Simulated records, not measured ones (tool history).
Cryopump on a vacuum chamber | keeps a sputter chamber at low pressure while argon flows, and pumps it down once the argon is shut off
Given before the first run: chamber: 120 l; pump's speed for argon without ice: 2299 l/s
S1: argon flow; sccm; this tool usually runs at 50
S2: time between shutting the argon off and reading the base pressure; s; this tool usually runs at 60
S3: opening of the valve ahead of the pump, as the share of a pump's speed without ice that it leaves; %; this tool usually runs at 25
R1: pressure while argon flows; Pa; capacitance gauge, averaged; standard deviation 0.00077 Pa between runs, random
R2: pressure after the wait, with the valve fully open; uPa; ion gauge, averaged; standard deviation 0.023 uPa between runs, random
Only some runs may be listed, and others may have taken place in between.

run,hour,S1,S2,S3,R1,R2
1,0.0,50,60,25,0.1510,1.43
2,42.8,50,60,25,0.1519,1.39
3,60.9,50,60,25,0.1510,1.39
4,90.2,50,60,25,0.1522,1.43
5,132.1,50,73,25,0.1523,1.33
6,156.8,50,60,25,0.1531,1.48
7,185.1,50,60,25,0.1518,1.46
8,217.7,50,60,25,0.1527,1.49
9,242.0,50,60,25,0.1535,1.48
10,277.1,50,60,25,0.1539,1.44
11,310.5,50,60,25,0.1529,1.45
12,343.8,50,60,25,0.1532,1.56
13,379.0,50,60,25,0.1526,1.55
14,407.8,64,60,25,0.1959,1.53
15,444.3,64,60,25,0.1974,1.56
16,480.7,34,60,25,0.1058,1.57
# hour 505.9: pump warmed up, emptied and cooled again
17,511.3,34,60,25,0.1007,1.41
18,550.3,49,27,25,0.1456,2.16
19,568.6,49,27,25,0.1440,2.09
20,598.5,49,27,25,0.1453,2.18
21,625.6,49,27,25,0.1449,2.22
22,652.4,53,25,20,0.1971,2.28
23,680.1,92,271,28,0.2467,1.02
24,710.0,61,42,25,0.1812,1.79
25,731.7,60,60,25,0.1791,1.51
26,770.2,50,129,24,0.1548,1.21
27,791.1,50,129,16,0.2302,1.24
28,829.3,34,176,16,0.1576,1.17
29,852.8,66,176,16,0.3078,1.14
30,879.8,50,55,25,0.1507,1.65
31,905.1,50,55,25,0.1516,1.64
32,946.6,89,72,39,0.1735,1.52
33,979.6,26,188,45,0.0445,1.23

Each row is a separate what-if for the run after 33, all from the same tool condition, not one after another. Results?
A,1000.3,32,100,33,?,?
B,1000.3,23,47,17,?,?
C,1000.3,37,198,29,?,?
D,1000.3,50,29,48,?,?
E,1000.3,25,32,25,?,?

run,R1,R2
A,0.0745,1.38
B,0.1011,1.81
C,0.0964,1.24
D,0.0803,2.24
E,0.0751,2.13
Stripped of hidden state, with their random variation kept, the same runs would have yielded:
run,R1,R2
A,0.0720,0.47
B,0.0993,0.87
C,0.0935,0.33
D,0.0764,1.31
E,0.0732,1.21

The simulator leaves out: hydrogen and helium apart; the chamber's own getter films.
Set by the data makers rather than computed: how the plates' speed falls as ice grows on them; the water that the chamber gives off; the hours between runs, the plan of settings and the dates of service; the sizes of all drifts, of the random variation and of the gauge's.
